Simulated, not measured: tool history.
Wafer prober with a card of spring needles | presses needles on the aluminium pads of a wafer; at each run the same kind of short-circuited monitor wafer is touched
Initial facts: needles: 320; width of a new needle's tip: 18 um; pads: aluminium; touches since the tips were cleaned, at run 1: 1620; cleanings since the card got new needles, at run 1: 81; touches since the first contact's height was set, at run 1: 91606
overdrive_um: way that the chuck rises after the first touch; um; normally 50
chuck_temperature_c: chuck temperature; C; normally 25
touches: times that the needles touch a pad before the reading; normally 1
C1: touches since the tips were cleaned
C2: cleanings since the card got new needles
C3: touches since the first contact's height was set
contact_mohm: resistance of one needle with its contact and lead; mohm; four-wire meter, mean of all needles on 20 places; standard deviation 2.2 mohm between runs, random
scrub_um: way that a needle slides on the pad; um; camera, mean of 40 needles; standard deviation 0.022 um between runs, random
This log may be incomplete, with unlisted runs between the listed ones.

{"run": 1, "hour": 0.0, "overdrive_um": 50, "chuck_temperature_c": 25, "touches": 1, "C1": 1620, "C2": 81, "C3": 91606, "contact_mohm": 238, "scrub_um": 6.89}
{"hour": 5.8, "done": "tips cleaned on abrasive film"}
{"hour": 15.5, "done": "tips cleaned on abrasive film"}
{"hour": 24.3, "done": "tips cleaned on abrasive film"}
{"run": 2, "hour": 24.4, "overdrive_um": 50, "chuck_temperature_c": 25, "touches": 1, "C1": 78, "C2": 84, "C3": 107729, "contact_mohm": 239, "scrub_um": 6.85}
{"hour": 33.5, "done": "tips cleaned on abrasive film"}
{"hour": 43.3, "done": "tips cleaned on abrasive film"}
{"run": 3, "hour": 45.9, "overdrive_um": 50, "chuck_temperature_c": 25, "touches": 1, "C1": 1784, "C2": 86, "C3": 122012, "contact_mohm": 236, "scrub_um": 6.89}
{"hour": 52.8, "done": "tips cleaned on abrasive film"}
{"hour": 61.5, "done": "tips cleaned on abrasive film"}
{"run": 4, "hour": 67.0, "overdrive_um": 50, "chuck_temperature_c": 25, "touches": 1, "C1": 3665, "C2": 88, "C3": 135996, "contact_mohm": 242, "scrub_um": 6.88}
{"hour": 69.3, "done": "height of the first contact set anew"}
{"hour": 71.5, "done": "tips cleaned on abrasive film"}
{"hour": 80.9, "done": "tips cleaned on abrasive film"}
{"hour": 89.9, "done": "tips cleaned on abrasive film"}
{"run": 5, "hour": 92.8, "overdrive_um": 50, "chuck_temperature_c": 25, "touches": 1, "C1": 1965, "C2": 91, "C3": 15504, "contact_mohm": 241, "scrub_um": 6.9}
{"hour": 98.3, "done": "tips cleaned on abrasive film"}
{"run": 6, "hour": 106.2, "overdrive_um": 50, "chuck_temperature_c": 25, "touches": 1, "C1": 5310, "C2": 92, "C3": 24421, "contact_mohm": 239, "scrub_um": 6.89}
{"hour": 107.8, "done": "tips cleaned on abrasive film"}
{"hour": 116.1, "done": "tips cleaned on abrasive film"}
{"run": 7, "hour": 117.2, "overdrive_um": 50, "chuck_temperature_c": 25, "touches": 1, "C1": 727, "C2": 94, "C3": 31655, "contact_mohm": 242, "scrub_um": 6.84}
{"hour": 126.1, "done": "tips cleaned on abrasive film"}
{"hour": 134.6, "done": "tips cleaned on abrasive film"}
{"run": 8, "hour": 136.6, "overdrive_um": 50, "chuck_temperature_c": 89, "touches": 1, "C1": 1355, "C2": 96, "C3": 44497, "contact_mohm": 256, "scrub_um": 6.86}
{"hour": 143.5, "done": "tips cleaned on abrasive film"}
{"run": 9, "hour": 147.7, "overdrive_um": 50, "chuck_temperature_c": 89, "touches": 1, "C1": 2779, "C2": 97, "C3": 51827, "contact_mohm": 257, "scrub_um": 6.89}
{"hour": 151.9, "done": "tips cleaned on abrasive film"}
{"run": 10, "hour": 159.5, "overdrive_um": 50, "chuck_temperature_c": 89, "touches": 1, "C1": 5080, "C2": 98, "C3": 59705, "contact_mohm": 259, "scrub_um": 6.88}
{"hour": 160.9, "done": "tips cleaned on abrasive film"}
{"hour": 170.7, "done": "tips cleaned on abrasive film"}
{"run": 11, "hour": 177.5, "overdrive_um": 50, "chuck_temperature_c": 89, "touches": 1, "C1": 4507, "C2": 100, "C3": 71591, "contact_mohm": 257, "scrub_um": 6.88}
{"hour": 179.6, "done": "tips cleaned on abrasive film"}
{"hour": 188.4, "done": "tips cleaned on abrasive film"}
{"run": 12, "hour": 188.9, "overdrive_um": 42, "chuck_temperature_c": 55, "touches": 3, "C1": 337, "C2": 102, "C3": 79083, "contact_mohm": 251, "scrub_um": 5.76}
{"hour": 197.7, "done": "tips cleaned on abrasive film"}
{"hour": 207.5, "done": "tips cleaned on abrasive film"}
{"run": 13, "hour": 210.3, "overdrive_um": 68, "chuck_temperature_c": 59, "touches": 1, "C1": 1912, "C2": 104, "C3": 93322, "contact_mohm": 244, "scrub_um": 9.34}
{"hour": 215.7, "done": "tips cleaned on abrasive film"}
{"hour": 224.4, "done": "tips cleaned on abrasive film"}
{"run": 14, "hour": 226.9, "overdrive_um": 32, "chuck_temperature_c": 59, "touches": 1, "C1": 1684, "C2": 106, "C3": 104298, "contact_mohm": 254, "scrub_um": 4.43}
{"hour": 233.2, "done": "tips cleaned on abrasive film"}
{"hour": 241.9, "done": "tips cleaned on abrasive film"}
{"run": 15, "hour": 242.7, "overdrive_um": 32, "chuck_temperature_c": 59, "touches": 1, "C1": 488, "C2": 108, "C3": 114695, "contact_mohm": 254, "scrub_um": 4.43}
{"hour": 251.4, "done": "tips cleaned on abrasive film"}
{"hour": 259.7, "done": "tips cleaned on abrasive film"}
{"run": 16, "hour": 259.7, "overdrive_um": 66, "chuck_temperature_c": 57, "touches": 2, "C1": 0, "C2": 110, "C3": 125987, "contact_mohm": 243, "scrub_um": 9.12}
{"hour": 268.6, "done": "tips cleaned on abrasive film"}
{"run": 17, "hour": 271.0, "overdrive_um": 39, "chuck_temperature_c": 101, "touches": 2, "C1": 1631, "C2": 111, "C3": 133494, "contact_mohm": 262, "scrub_um": 5.38}
{"hour": 278.7, "done": "tips cleaned on abrasive film"}
{"hour": 279.0, "done": "height of the first contact set anew"}
{"hour": 287.5, "done": "tips cleaned on abrasive film"}
{"run": 18, "hour": 293.1, "overdrive_um": 39, "chuck_temperature_c": 101, "touches": 2, "C1": 3747, "C2": 113, "C3": 9382, "contact_mohm": 264, "scrub_um": 5.4}
{"hour": 297.1, "done": "tips cleaned on abrasive film"}
{"hour": 305.8, "done": "tips cleaned on abrasive film"}
{"hour": 314.2, "done": "tips cleaned on abrasive film"}
{"run": 19, "hour": 317.4, "overdrive_um": 39, "chuck_temperature_c": 101, "touches": 2, "C1": 2112, "C2": 116, "C3": 25412, "contact_mohm": 262, "scrub_um": 5.36}

3 options for the next run, each taken on its own from the tool as it stands now. Forecast them:
{"hour": 323.1, "done": "tips cleaned on abrasive film"}
{"hour": 333.2, "done": "tips cleaned on abrasive film"}
{"run": "A", "hour": 340.3, "overdrive_um": 58, "chuck_temperature_c": 92, "touches": 2, "C1": 4731, "C2": 118, "C3": 40623, "contact_mohm": "?", "scrub_um": "?"}
{"hour": 323.1, "done": "tips cleaned on abrasive film"}
{"hour": 333.2, "done": "tips cleaned on abrasive film"}
{"run": "B", "hour": 340.3, "overdrive_um": 62, "chuck_temperature_c": 43, "touches": 1, "C1": 4731, "C2": 118, "C3": 40623, "contact_mohm": "?", "scrub_um": "?"}
{"hour": 323.1, "done": "tips cleaned on abrasive film"}
{"hour": 333.2, "done": "tips cleaned on abrasive film"}
{"run": "C", "hour": 340.3, "overdrive_um": 50, "chuck_temperature_c": 25, "touches": 2, "C1": 4731, "C2": 118, "C3": 40623, "contact_mohm": "?", "scrub_um": "?"}

run=A contact_mohm=257 scrub_um=7.97
run=B contact_mohm=244 scrub_um=8.5
run=C contact_mohm=239 scrub_um=6.83
With no hidden state in the tool, these same runs would have given:
run=A contact_mohm=256 scrub_um=7.97
run=B contact_mohm=243 scrub_um=8.5
run=C contact_mohm=238 scrub_um=6.83

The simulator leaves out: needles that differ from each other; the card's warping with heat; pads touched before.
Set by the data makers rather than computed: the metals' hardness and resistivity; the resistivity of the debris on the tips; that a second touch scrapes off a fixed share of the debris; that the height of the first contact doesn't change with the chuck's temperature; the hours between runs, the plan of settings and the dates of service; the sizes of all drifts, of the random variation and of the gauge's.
